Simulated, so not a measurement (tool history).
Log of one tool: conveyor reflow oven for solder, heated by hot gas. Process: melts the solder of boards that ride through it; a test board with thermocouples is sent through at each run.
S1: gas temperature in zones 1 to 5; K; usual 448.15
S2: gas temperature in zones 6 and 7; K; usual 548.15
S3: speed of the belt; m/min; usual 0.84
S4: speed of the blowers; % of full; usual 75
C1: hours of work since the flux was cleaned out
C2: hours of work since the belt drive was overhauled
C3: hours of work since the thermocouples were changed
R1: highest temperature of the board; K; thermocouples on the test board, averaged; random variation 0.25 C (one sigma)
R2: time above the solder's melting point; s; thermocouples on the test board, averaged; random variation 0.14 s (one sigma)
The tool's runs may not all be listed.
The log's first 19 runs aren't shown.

{"run": 20, "hour": 253.1, "S1": 444.15, "S2": 550.15, "S3": 0.759, "S4": 66, "C1": 137, "C2": 639, "C3": 200, "R1": 530.95, "R2": 43.4}
{"run": 21, "hour": 266.6, "S1": 444.15, "S2": 550.15, "S3": 0.868, "S4": 78, "C1": 144, "C2": 646, "C3": 207, "R1": 530.45, "R2": 37.6}
{"run": 22, "hour": 279.0, "S1": 448.15, "S2": 550.15, "S3": 0.875, "S4": 85, "C1": 151, "C2": 653, "C3": 214, "R1": 533.25, "R2": 39}
{"run": 23, "hour": 294.9, "S1": 436.15, "S2": 551.15, "S3": 0.84, "S4": 83, "C1": 159, "C2": 661, "C3": 223, "R1": 532.25, "R2": 38.2}
{"run": 24, "hour": 304.5, "S1": 436.15, "S2": 537.15, "S3": 0.679, "S4": 53, "C1": 165, "C2": 667, "C3": 228, "R1": 517.65, "R2": 38}
{"run": 25, "hour": 320.6, "S1": 436.15, "S2": 537.15, "S3": 0.679, "S4": 53, "C1": 173, "C2": 675, "C3": 237, "R1": 517.35, "R2": 37.5}
{"run": 26, "hour": 328.3, "S1": 447.15, "S2": 545.15, "S3": 0.701, "S4": 80, "C1": 178, "C2": 679, "C3": 241, "R1": 534.45, "R2": 50}
{"run": 27, "hour": 336.1, "S1": 445.15, "S2": 540.15, "S3": 0.705, "S4": 69, "C1": 182, "C2": 684, "C3": 245, "R1": 525.65, "R2": 45}
{"run": 28, "hour": 349.1, "S1": 445.15, "S2": 555.15, "S3": 0.704, "S4": 80, "C1": 189, "C2": 691, "C3": 252, "R1": 542.55, "R2": 52.5}
{"run": 29, "hour": 365.5, "S1": 448.15, "S2": 551.15, "S3": 0.775, "S4": 75, "C1": 198, "C2": 700, "C3": 261, "R1": 534.75, "R2": 45.1}
{"run": 30, "hour": 378.4, "S1": 439.15, "S2": 551.15, "S3": 0.775, "S4": 75, "C1": 205, "C2": 707, "C3": 268, "R1": 533.75, "R2": 42.4}

Forecast each of these 3 alternatives for the next run:
{"run": "A", "hour": 386.6, "S1": 444.15, "S2": 548.15, "S3": 0.84, "S4": 75, "C1": 209, "C2": 711, "C3": 272, "R1": "?", "R2": "?"}
{"run": "B", "hour": 386.6, "S1": 436.15, "S2": 548.15, "S3": 0.997, "S4": 75, "C1": 209, "C2": 711, "C3": 272, "R1": "?", "R2": "?"}
{"run": "C", "hour": 386.6, "S1": 436.15, "S2": 551.15, "S3": 0.807, "S4": 88, "C1": 209, "C2": 711, "C3": 272, "R1": "?", "R2": "?"}

run=A R1=528.75 R2=37.9
run=B R1=520.05 R2=25.9
run=C R1=535.55 R2=41
Without the tool's hidden state the same runs would have given:
run=A R1=529.45 R2=38.1
run=B R1=520.95 R2=26.4
run=C R1=536.25 R2=41.2
